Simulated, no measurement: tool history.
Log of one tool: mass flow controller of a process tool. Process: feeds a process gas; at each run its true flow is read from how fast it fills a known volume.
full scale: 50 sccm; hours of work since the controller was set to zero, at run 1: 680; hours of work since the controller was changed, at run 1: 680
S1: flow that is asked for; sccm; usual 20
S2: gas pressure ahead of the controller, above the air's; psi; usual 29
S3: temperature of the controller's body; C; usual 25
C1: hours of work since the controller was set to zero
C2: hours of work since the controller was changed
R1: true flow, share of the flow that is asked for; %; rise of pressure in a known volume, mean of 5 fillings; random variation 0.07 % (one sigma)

run	hour	S1	S2	S3	C1	C2	R1
1	0	20	29	25	680	680	98.26
2	118.1	20	29	29	722	722	98.02
3	237	20	29	34	764	764	97.93
4	320.3	20	29	34	794	794	97.94
5	421.4	20	29	28	829	829	98.08
6	525.6	20	32.6	25	866	866	98.24
7	628.9	16	29	25	903	903	98.06
8	697.9	16	29	25	928	928	97.94
9	762.9	20	29	25	951	951	98.11
10	860.4	8	29	25	985	985	97.12
11	969.5	20	29	25	1024	1024	98.3
12	1084.7	20	29	25	1065	1065	98.27
13	1148.4	20	29	25	1087	1087	98.32
14	1219	20	29	25	1112	1112	98.3
15	1288	20	27.1	33	1137	1137	98.02
16	1348.8	20	27.1	33	1159	1159	98.15
17	1430.1	20	25.5	36	1187	1187	98.03
18	1479.9	20	25.5	36	1205	1205	97.95
# hour 1485.9: controller's zero set anew
19	1542.2	9	21.2	23	20	1227	96.92
20	1640	10	21.2	22	55	1262	97.13
21	1748.3	6	38.1	23	93	1300	96
22	1807.5	6	38.1	23	114	1321	95.91
23	1913	40	29.2	29	152	1359	99.42
24	2007	40	39.2	21	185	1392	99.61
# hour 2064.2: controller's zero set anew, once more
25	2070	20	26	25	2	1414	98.69
26	2169.8	20	26	28	37	1450	98.54

Forecast each of these 5 alternatives for the next run:
A	2288.1	20	29	23	79	1492	?
B	2288.1	8	26	26	79	1492	?
C	2288.1	7	29.7	33	79	1492	?
D	2288.1	45	28.4	29	79	1492	?
E	2288.1	9	31	28	79	1492	?

run	R1
A	98.72
B	97.79
C	97.48
D	100.13
E	97.76
Without the tool's hidden state the same runs would have given:
run	R1
A	98.15
B	97.28
C	96.98
D	99.54
E	97.24
